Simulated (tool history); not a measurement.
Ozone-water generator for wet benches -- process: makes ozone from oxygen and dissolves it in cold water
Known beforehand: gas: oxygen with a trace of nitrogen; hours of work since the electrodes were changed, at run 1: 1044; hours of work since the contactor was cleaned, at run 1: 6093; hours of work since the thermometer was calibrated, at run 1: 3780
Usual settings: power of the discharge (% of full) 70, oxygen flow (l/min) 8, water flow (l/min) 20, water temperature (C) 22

run,hour,power of the discharge (% of full),oxygen flow (l/min),water flow (l/min),water temperature (C),hours of work since the electrodes were changed,hours of work since the contactor was cleaned,hours of work since the thermometer was calibrated,dissolved ozone (ppm),ozone in the gas ahead of the water (g/m3)
1,0,70,8,20,22,1044,6093,3780,20.7,187.6
2,54.4,70,8,20,22,1086,6135,3822,20.5,184.8
3,97.1,70,8,20,22,1118,6168,3855,20.7,187
4,127.3,70,8,20,16,1142,6191,3878,23.2,186
5,160.6,70,8,20,16,1167,6217,3904,23,184.5
6,199.6,70,8,20,16,1197,6247,3934,22.8,186.7
7,262.3,83,8,20,22,1245,6295,3982,24,216.2
8,306.8,83,8,20,22,1280,6329,4016,23.9,217.1
9,339.4,83,8,20,22,1305,6354,4041,24.1,217.1
10,405.4,80,8,20,22,1356,6405,4092,23.3,210.5
11,458.1,80,8,20,22,1396,6445,4133,23.2,208.8
12,523.6,70,8,20,22,1447,6496,4183,20.7,184.2
13,574.5,70,8,20,22,1486,6535,4222,20.9,182.4
14,614.9,70,8,20,22,1517,6566,4253,20.5,187
15,655.9,70,8,20,22,1548,6598,4285,20.4,186.4
16,726.7,70,8.48,20,22,1603,6652,4339,20.3,180.8
17,794.5,70,8.48,20,22,1655,6704,4391,20.4,179
18,841.1,76,4.68,16,15,1691,6740,4427,30.7,267

Run 19 is up next; what results do you expect?
19,879.2,90,8,20,16,1720,6769,4456,?,?

dissolved ozone (ppm): 29
ozone in the gas ahead of the water (g/m3): 231.9
The same run, on a tool lacking any hidden state, would have yielded dissolved ozone (ppm) 29, ozone in the gas ahead of the water (g/m3) 232.

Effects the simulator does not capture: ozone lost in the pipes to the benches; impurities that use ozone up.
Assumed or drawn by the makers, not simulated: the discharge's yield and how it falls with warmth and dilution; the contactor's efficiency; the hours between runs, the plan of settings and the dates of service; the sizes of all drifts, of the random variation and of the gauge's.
